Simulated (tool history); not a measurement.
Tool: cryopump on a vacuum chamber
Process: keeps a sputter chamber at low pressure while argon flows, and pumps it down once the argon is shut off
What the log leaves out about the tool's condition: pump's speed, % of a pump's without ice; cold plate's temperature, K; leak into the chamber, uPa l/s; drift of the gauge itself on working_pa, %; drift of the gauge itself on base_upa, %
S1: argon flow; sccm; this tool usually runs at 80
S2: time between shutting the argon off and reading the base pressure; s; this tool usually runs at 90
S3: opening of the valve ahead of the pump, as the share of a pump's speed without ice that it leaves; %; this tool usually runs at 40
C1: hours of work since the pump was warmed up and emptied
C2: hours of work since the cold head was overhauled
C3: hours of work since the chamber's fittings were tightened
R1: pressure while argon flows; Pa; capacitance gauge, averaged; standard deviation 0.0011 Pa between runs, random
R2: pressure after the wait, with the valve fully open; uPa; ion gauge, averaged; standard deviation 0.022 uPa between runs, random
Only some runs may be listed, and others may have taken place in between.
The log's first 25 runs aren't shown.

run,hour,S1,S2,S3,C1,C2,C3,R1,R2
26,612.6,100,211,20,128,1229,255,0.6198,0.58
27,635.6,68,90,40,143,1244,270,0.2121,0.85
28,664.0,152,20,16,161,1262,287,1.1816,2.23
29,679.4,36,71,16,170,1271,297,0.2779,0.99
30,708.3,36,71,16,188,1289,315,0.2785,1.00
31,739.8,36,113,33,208,1309,335,0.1373,0.78
32,768.4,56,90,40,226,1327,353,0.1757,0.89
33,787.9,56,90,40,238,1339,365,0.1760,0.88
34,804.6,56,61,48,249,1350,376,0.1486,1.12
35,840.2,126,27,50,271,1372,398,0.3208,1.92

Alternative continuations, all from the tool just after run 35; predict every row:
A,859.3,42,45,26,283,1384,410,?,?
B,859.3,64,227,33,283,1384,410,?,?
C,859.3,92,21,52,283,1384,410,?,?

run,R1,R2
A,0.2032,1.33
B,0.2424,0.73
C,0.2259,2.35
With the hidden condition removed and each run's random variation left untouched, the same runs would have given:
run,R1,R2
A,0.1997,1.04
B,0.2370,0.43
C,0.2181,2.04

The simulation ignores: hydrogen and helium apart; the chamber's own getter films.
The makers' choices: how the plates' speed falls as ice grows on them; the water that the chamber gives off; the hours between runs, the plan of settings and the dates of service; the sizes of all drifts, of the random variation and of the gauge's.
